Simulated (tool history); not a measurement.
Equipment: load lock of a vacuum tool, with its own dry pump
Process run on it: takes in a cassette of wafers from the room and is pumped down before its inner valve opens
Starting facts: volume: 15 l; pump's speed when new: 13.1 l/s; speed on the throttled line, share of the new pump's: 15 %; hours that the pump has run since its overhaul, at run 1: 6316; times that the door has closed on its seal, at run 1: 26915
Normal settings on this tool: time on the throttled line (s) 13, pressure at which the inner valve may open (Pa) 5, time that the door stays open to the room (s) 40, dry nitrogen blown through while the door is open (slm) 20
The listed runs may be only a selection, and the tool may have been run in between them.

run	hour	time on the throttled line (s)	pressure at which the inner valve may open (Pa)	time that the door stays open to the room (s)	dry nitrogen blown through while the door is open (slm)	hours that the pump has run since its overhaul	times that the door has closed on its seal	incoming humidity of the room's air, %	time from the closed door until the inner valve may open (s)	rise of the pressure with all valves shut (Pa/min)
1	0.0	13	5	40	20	6316	26915	46.3	22.8	0.327
2	171.8	13	5	40	9	6488	27387	49.2	23.0	0.362
3	286.0	13	5	40	9	6602	27700	44.3	23.1	0.359
4	403.0	13	5	40	9	6719	28021	42.4	23.3	0.361
5	487.7	13	5	40	9	6804	28254	42.6	23.2	0.362
6	583.9	13	5	40	9	6900	28518	43.8	23.1	0.382
7	706.1	13	5	40	9	7022	28854	47.0	23.4	0.384
8	848.2	13	8	40	20	7164	29244	45.0	22.7	0.373
9	1025.4	13	5	40	20	7341	29730	46.0	23.1	0.383
10	1134.3	13	5	40	20	7450	30030	43.1	22.8	0.385
11	1214.9	13	5	40	20	7531	30251	46.1	23.3	0.381
12	1344.8	13	5	40	20	7661	30608	45.7	23.1	0.395
13	1423.2	13	5	40	11	7739	30823	43.6	23.1	0.406
14	1498.9	13	5	40	11	7815	31031	46.0	23.1	0.421
15	1648.6	13	5	40	11	7965	31442	44.1	23.5	0.416
16	1759.9	13	5	28	20	8076	31747	48.6	23.1	0.406
17	1940.2	13	5	28	20	8256	32242	45.5	23.4	0.413
18	2061.6	13	5	28	20	8378	32576	46.0	23.1	0.414
19	2242.8	13	5	28	20	8559	33073	44.6	23.5	0.418
20	2329.8	13	5	28	5	8646	33312	43.3	23.5	0.441
21	2499.2	13	5	28	5	8815	33777	44.0	23.3	0.448
22	2653.0	10	5	33	5	8969	34200	45.6	20.8	0.485
23	2782.6	13	4	40	17	9099	34556	46.3	24.1	0.471

What does the tool deliver on the next run?
24	2865.4	10	5	54	29	9182	34783	45.2	?	?

Logged for run 24: time from the closed door until the inner valve may open (s) 20.7, rise of the pressure with all valves shut (Pa/min) 0.477.
With no hidden state in the tool, this same run would have given time from the closed door until the inner valve may open (s) 19.6, rise of the pressure with all valves shut (Pa/min) 0.065.

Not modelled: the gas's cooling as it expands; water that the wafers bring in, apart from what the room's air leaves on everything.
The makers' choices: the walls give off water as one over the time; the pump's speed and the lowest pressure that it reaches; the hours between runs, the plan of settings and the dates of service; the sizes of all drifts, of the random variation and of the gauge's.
